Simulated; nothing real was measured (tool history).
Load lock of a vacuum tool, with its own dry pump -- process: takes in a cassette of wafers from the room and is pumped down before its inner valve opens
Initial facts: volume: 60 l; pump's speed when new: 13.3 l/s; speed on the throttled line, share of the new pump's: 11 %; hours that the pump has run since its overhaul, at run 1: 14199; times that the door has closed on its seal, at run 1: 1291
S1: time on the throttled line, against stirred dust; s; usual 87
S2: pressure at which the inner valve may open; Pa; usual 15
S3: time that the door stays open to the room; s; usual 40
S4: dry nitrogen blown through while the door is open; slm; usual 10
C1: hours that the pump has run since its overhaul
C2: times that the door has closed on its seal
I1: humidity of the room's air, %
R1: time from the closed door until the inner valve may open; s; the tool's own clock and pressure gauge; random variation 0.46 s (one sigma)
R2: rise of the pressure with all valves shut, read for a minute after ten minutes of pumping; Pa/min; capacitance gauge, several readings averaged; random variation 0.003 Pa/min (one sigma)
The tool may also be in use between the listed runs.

{"run": 1, "hour": 0.0, "S1": 87, "S2": 15, "S3": 40, "S4": 10, "C1": 14199, "C2": 1291, "I1": 42.0, "R1": 119.8, "R2": 0.031}
{"run": 2, "hour": 284.7, "S1": 87, "S2": 15, "S3": 40, "S4": 10, "C1": 14484, "C2": 2457, "I1": 46.7, "R1": 118.9, "R2": 0.042}
{"run": 3, "hour": 538.4, "S1": 87, "S2": 15, "S3": 40, "S4": 10, "C1": 14738, "C2": 3496, "I1": 43.7, "R1": 118.6, "R2": 0.043}
{"run": 4, "hour": 715.8, "S1": 87, "S2": 15, "S3": 40, "S4": 10, "C1": 14915, "C2": 4223, "I1": 46.7, "R1": 120.0, "R2": 0.051}
{"run": 5, "hour": 1084.6, "S1": 87, "S2": 15, "S3": 40, "S4": 10, "C1": 15284, "C2": 5734, "I1": 45.7, "R1": 120.0, "R2": 0.055}
{"run": 6, "hour": 1376.1, "S1": 87, "S2": 15, "S3": 40, "S4": 10, "C1": 15575, "C2": 6928, "I1": 45.2, "R1": 119.3, "R2": 0.064}
{"run": 7, "hour": 1746.2, "S1": 87, "S2": 15, "S3": 40, "S4": 10, "C1": 15945, "C2": 8444, "I1": 49.1, "R1": 119.5, "R2": 0.073}
{"run": 8, "hour": 2118.3, "S1": 87, "S2": 15, "S3": 216, "S4": 10, "C1": 16317, "C2": 9968, "I1": 46.5, "R1": 119.4, "R2": 0.138}
{"run": 9, "hour": 2391.5, "S1": 87, "S2": 15, "S3": 216, "S4": 10, "C1": 16591, "C2": 11087, "I1": 45.9, "R1": 119.4, "R2": 0.147}
{"run": 10, "hour": 2800.8, "S1": 87, "S2": 15, "S3": 216, "S4": 10, "C1": 17000, "C2": 12764, "I1": 43.8, "R1": 119.6, "R2": 0.163}
{"run": 11, "hour": 3065.2, "S1": 87, "S2": 15, "S3": 216, "S4": 10, "C1": 17264, "C2": 13847, "I1": 46.6, "R1": 120.2, "R2": 0.176}
{"run": 12, "hour": 3263.4, "S1": 173, "S2": 15, "S3": 40, "S4": 10, "C1": 17463, "C2": 14659, "I1": 42.5, "R1": 195.4, "R2": 0.134}
{"run": 13, "hour": 3675.4, "S1": 87, "S2": 22, "S3": 40, "S4": 10, "C1": 17875, "C2": 16347, "I1": 43.0, "R1": 118.3, "R2": 0.148}
{"run": 14, "hour": 4028.5, "S1": 87, "S2": 22, "S3": 40, "S4": 10, "C1": 18228, "C2": 17793, "I1": 45.2, "R1": 118.5, "R2": 0.168}
{"run": 15, "hour": 4339.7, "S1": 87, "S2": 15, "S3": 40, "S4": 7, "C1": 18539, "C2": 19068, "I1": 45.2, "R1": 120.3, "R2": 0.193}
{"run": 16, "hour": 4587.1, "S1": 87, "S2": 15, "S3": 40, "S4": 7, "C1": 18786, "C2": 20082, "I1": 46.7, "R1": 120.9, "R2": 0.209}
{"run": 17, "hour": 4859.8, "S1": 87, "S2": 15, "S3": 40, "S4": 7, "C1": 19059, "C2": 21198, "I1": 47.1, "R1": 120.2, "R2": 0.224}
{"run": 18, "hour": 5227.4, "S1": 87, "S2": 15, "S3": 40, "S4": 7, "C1": 19427, "C2": 22704, "I1": 45.6, "R1": 119.9, "R2": 0.238}
{"run": 19, "hour": 5557.3, "S1": 87, "S2": 15, "S3": 40, "S4": 7, "C1": 19756, "C2": 24056, "I1": 49.9, "R1": 120.7, "R2": 0.268}
{"run": 20, "hour": 5843.4, "S1": 87, "S2": 15, "S3": 40, "S4": 7, "C1": 20043, "C2": 25228, "I1": 44.3, "R1": 121.0, "R2": 0.289}
{"run": 21, "hour": 6150.6, "S1": 56, "S2": 10, "S3": 27, "S4": 42, "C1": 20350, "C2": 26486, "I1": 44.1, "R1": 95.9, "R2": 0.288}
{"hour": 6348.7, "done": "door's seal changed, seat wiped"}
{"run": 22, "hour": 6348.7, "S1": 125, "S2": 17, "S3": 107, "S4": 23, "C1": 20546, "C2": 0, "I1": 45.4, "R1": 153.8, "R2": 0.039}
{"run": 23, "hour": 6687.5, "S1": 102, "S2": 15, "S3": 40, "S4": 10, "C1": 20885, "C2": 1387, "I1": 44.3, "R1": 133.8, "R2": 0.022}
{"run": 24, "hour": 6897.1, "S1": 169, "S2": 26, "S3": 34, "S4": 10, "C1": 21095, "C2": 2246, "I1": 43.6, "R1": 187.6, "R2": 0.031}
{"run": 25, "hour": 7314.5, "S1": 87, "S2": 15, "S3": 105, "S4": 32, "C1": 21512, "C2": 3956, "I1": 46.5, "R1": 121.1, "R2": 0.047}
{"run": 26, "hour": 7588.8, "S1": 108, "S2": 15, "S3": 40, "S4": 6, "C1": 21786, "C2": 5079, "I1": 44.9, "R1": 138.9, "R2": 0.053}
{"run": 27, "hour": 7775.3, "S1": 108, "S2": 15, "S3": 32, "S4": 6, "C1": 21973, "C2": 5843, "I1": 46.3, "R1": 139.7, "R2": 0.057}
{"hour": 7816.0, "done": "dry pump taken out, an overhauled one fitted"}
{"run": 28, "hour": 8161.4, "S1": 108, "S2": 15, "S3": 32, "S4": 6, "C1": 345, "C2": 7400, "I1": 47.0, "R1": 136.3, "R2": 0.07}
{"run": 29, "hour": 8521.7, "S1": 87, "S2": 15, "S3": 60, "S4": 10, "C1": 706, "C2": 8876, "I1": 45.3, "R1": 117.2, "R2": 0.08}
{"run": 30, "hour": 8720.8, "S1": 66, "S2": 21, "S3": 40, "S4": 38, "C1": 905, "C2": 9692, "I1": 46.7, "R1": 96.8, "R2": 0.072}
{"run": 31, "hour": 9122.5, "S1": 72, "S2": 23, "S3": 40, "S4": 10, "C1": 1306, "C2": 11337, "I1": 46.4, "R1": 102.8, "R2": 0.1}
{"run": 32, "hour": 9296.1, "S1": 53, "S2": 26, "S3": 157, "S4": 7, "C1": 1480, "C2": 12049, "I1": 41.7, "R1": 84.2, "R2": 0.152}
{"run": 33, "hour": 9649.5, "S1": 48, "S2": 27, "S3": 139, "S4": 20, "C1": 1833, "C2": 13496, "I1": 42.3, "R1": 80.3, "R2": 0.142}
{"run": 34, "hour": 9949.9, "S1": 48, "S2": 27, "S3": 139, "S4": 20, "C1": 2134, "C2": 14727, "I1": 45.7, "R1": 79.7, "R2": 0.155}
{"run": 35, "hour": 10273.1, "S1": 87, "S2": 15, "S3": 171, "S4": 10, "C1": 2457, "C2": 16051, "I1": 44.2, "R1": 117.9, "R2": 0.192}
{"run": 36, "hour": 10605.7, "S1": 141, "S2": 15, "S3": 43, "S4": 21, "C1": 2790, "C2": 17413, "I1": 43.5, "R1": 166.4, "R2": 0.163}

Forecast each of these 4 alternatives for the next run:
{"run": "A", "hour": 11028.0, "S1": 140, "S2": 15, "S3": 43, "S4": 21, "C1": 3212, "C2": 19143, "I1": 46.7, "R1": "?", "R2": "?"}
{"run": "B", "hour": 11028.0, "S1": 87, "S2": 15, "S3": 37, "S4": 21, "C1": 3212, "C2": 19143, "I1": 46.6, "R1": "?", "R2": "?"}
{"run": "C", "hour": 11028.0, "S1": 60, "S2": 22, "S3": 52, "S4": 21, "C1": 3212, "C2": 19143, "I1": 45.2, "R1": "?", "R2": "?"}
{"run": "D", "hour": 11028.0, "S1": 79, "S2": 15, "S3": 112, "S4": 10, "C1": 3212, "C2": 19143, "I1": 45.6, "R1": "?", "R2": "?"}

run=A R1=164.8 R2=0.194
run=B R1=118.3 R2=0.196
run=C R1=92.3 R2=0.192
run=D R1=110.8 R2=0.224
What these runs would have given with no unlogged condition in the tool:
run=A R1=164.3 R2=0.024
run=B R1=117.7 R2=0.027
run=C R1=91.8 R2=0.026
run=D R1=110.3 R2=0.055
